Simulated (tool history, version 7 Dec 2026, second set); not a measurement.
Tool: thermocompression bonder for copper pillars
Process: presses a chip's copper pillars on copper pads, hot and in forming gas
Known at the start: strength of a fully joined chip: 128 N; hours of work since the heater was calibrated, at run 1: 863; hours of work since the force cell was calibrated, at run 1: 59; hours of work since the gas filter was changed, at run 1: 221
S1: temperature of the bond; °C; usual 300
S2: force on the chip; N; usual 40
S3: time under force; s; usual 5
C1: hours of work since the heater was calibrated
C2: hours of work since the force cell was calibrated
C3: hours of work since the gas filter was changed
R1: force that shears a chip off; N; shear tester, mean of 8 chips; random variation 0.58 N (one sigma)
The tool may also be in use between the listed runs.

| run | hour | S1 | S2 | S3 | C1 | C2 | C3 | R1 |
|---|---|---|---|---|---|---|---|---|
| 1 | 0 | 300 | 40 | 5 | 863 | 59 | 221 | 83 |
| 2 | 10.8 | 300 | 40 | 5 | 869 | 65 | 227 | 83.5 |
| 3 | 18.3 | 300 | 40 | 5 | 874 | 69 | 232 | 83.2 |
| 4 | 30.7 | 289 | 40 | 5 | 881 | 76 | 239 | 77.1 |
| 5 | 40.3 | 292 | 40 | 5 | 887 | 82 | 245 | 79.5 |
| 6 | 46.2 | 292 | 40 | 5 | 890 | 85 | 248 | 78.6 |
|  | 51.2 | forming gas filter changed |
| 7 | 59.1 | 329 | 40 | 5 | 897 | 93 | 5 | 101.6 |
| 8 | 65.4 | 300 | 40 | 3 | 901 | 96 | 8 | 73.4 |
| 9 | 72.9 | 300 | 40 | 3 | 905 | 101 | 13 | 73.6 |
| 10 | 79.9 | 300 | 40 | 3 | 909 | 105 | 17 | 73.1 |
| 11 | 87 | 300 | 25 | 5 | 913 | 109 | 21 | 60.9 |
| 12 | 96.9 | 300 | 25 | 5 | 919 | 115 | 27 | 61.5 |
| 13 | 102.5 | 300 | 25 | 5 | 922 | 118 | 30 | 61.5 |
| 14 | 111.5 | 300 | 25 | 5 | 928 | 123 | 35 | 61.5 |
| 15 | 117.5 | 300 | 40 | 5 | 931 | 127 | 38 | 85.3 |
| 16 | 125.6 | 318 | 40 | 11 | 936 | 131 | 43 | 109.1 |
| 17 | 138.8 | 294 | 40 | 5 | 943 | 139 | 51 | 80 |

Run 18 comes next. What will it give?
| 18 | 146.6 | 296 | 40 | 5 | 948 | 143 | 55 | ? |

Run 18 gave R1 82.1 N.
Without the tool's hidden state the same run would have given R1 85 N.
